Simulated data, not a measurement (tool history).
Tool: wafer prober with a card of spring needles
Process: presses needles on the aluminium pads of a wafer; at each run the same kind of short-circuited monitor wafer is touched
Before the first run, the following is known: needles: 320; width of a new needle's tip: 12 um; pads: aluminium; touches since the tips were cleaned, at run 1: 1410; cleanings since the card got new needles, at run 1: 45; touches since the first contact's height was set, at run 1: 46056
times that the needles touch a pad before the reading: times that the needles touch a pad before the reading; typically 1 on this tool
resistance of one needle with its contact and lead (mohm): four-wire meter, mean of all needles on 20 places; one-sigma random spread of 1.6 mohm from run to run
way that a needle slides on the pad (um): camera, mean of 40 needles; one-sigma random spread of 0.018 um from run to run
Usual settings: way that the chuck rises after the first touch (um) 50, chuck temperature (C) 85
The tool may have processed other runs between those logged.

| run | hour | way that the chuck rises after the first touch (um) | chuck temperature (C) | times that the needles touch a pad before the reading | touches since the tips were cleaned | cleanings since the card got new needles | touches since the first contact's height was set | resistance of one needle with its contact and lead (mohm) | way that a needle slides on the pad (um) |
|---|---|---|---|---|---|---|---|---|---|
| 1 | 0.0 | 50 | 85 | 1 | 1410 | 45 | 46056 | 146 | 10.06 |
|  | 13.6 | tips cleaned on abrasive film |
| 2 | 13.8 | 34 | 85 | 1 | 94 | 46 | 52998 | 157 | 6.82 |
|  | 29.8 | tips cleaned on abrasive film |
| 3 | 36.8 | 45 | 85 | 1 | 3570 | 47 | 64595 | 150 | 9.03 |
|  | 46.0 | tips cleaned on abrasive film |
| 4 | 50.2 | 45 | 85 | 1 | 2148 | 48 | 71323 | 152 | 8.99 |
|  | 55.2 | height of the first contact set anew |
|  | 61.9 | tips cleaned on abrasive film |
|  | 77.7 | tips cleaned on abrasive film |
| 5 | 77.7 | 45 | 85 | 1 | 0 | 50 | 11275 | 150 | 9.03 |
|  | 93.9 | tips cleaned on abrasive film |
| 6 | 106.1 | 45 | 85 | 1 | 6131 | 51 | 25593 | 149 | 8.97 |
|  | 110.0 | tips cleaned on abrasive film |
|  | 125.6 | tips cleaned on abrasive film |
| 7 | 126.5 | 45 | 85 | 1 | 477 | 53 | 35842 | 151 | 9.04 |
|  | 141.1 | tips cleaned on abrasive film |
| 8 | 145.6 | 45 | 85 | 1 | 2261 | 54 | 45414 | 152 | 9.01 |
|  | 157.0 | tips cleaned on abrasive film |
| 9 | 160.3 | 50 | 85 | 1 | 1636 | 55 | 52799 | 149 | 9.99 |
|  | 172.8 | tips cleaned on abrasive film |
| 10 | 178.8 | 50 | 85 | 1 | 3013 | 56 | 62111 | 149 | 10.02 |
|  | 188.6 | tips cleaned on abrasive film |
|  | 200.6 | height of the first contact set anew |
| 11 | 201.1 | 44 | 124 | 3 | 6217 | 57 | 281 | 157 | 8.78 |
|  | 204.0 | tips cleaned on abrasive film |
|  | 219.2 | tips cleaned on abrasive film |
| 12 | 229.6 | 33 | 55 | 1 | 5286 | 59 | 14595 | 151 | 6.63 |
|  | 234.2 | tips cleaned on abrasive film |
|  | 249.8 | tips cleaned on abrasive film |
| 13 | 252.2 | 49 | 115 | 1 | 1241 | 61 | 25920 | 156 | 9.78 |
|  | 265.9 | tips cleaned on abrasive film |
| 14 | 277.9 | 40 | 115 | 1 | 6074 | 62 | 38863 | 159 | 7.99 |
|  | 282.1 | tips cleaned on abrasive film |
|  | 298.7 | tips cleaned on abrasive film |
| 15 | 302.9 | 47 | 36 | 2 | 2104 | 64 | 51386 | 142 | 9.39 |

What will run 16 give?
|  | 313.8 | tips cleaned on abrasive film |
| 16 | 325.1 | 51 | 37 | 3 | 5699 | 65 | 62577 | ? | ? |

{"run 16": {"resistance of one needle with its contact and lead (mohm)": 141, "way that a needle slides on the pad (um)": 10.22}}
If the tool had no hidden condition, the same run with the same run-to-run variation would have returned resistance of one needle with its contact and lead (mohm) 141, way that a needle slides on the pad (um) 10.29.
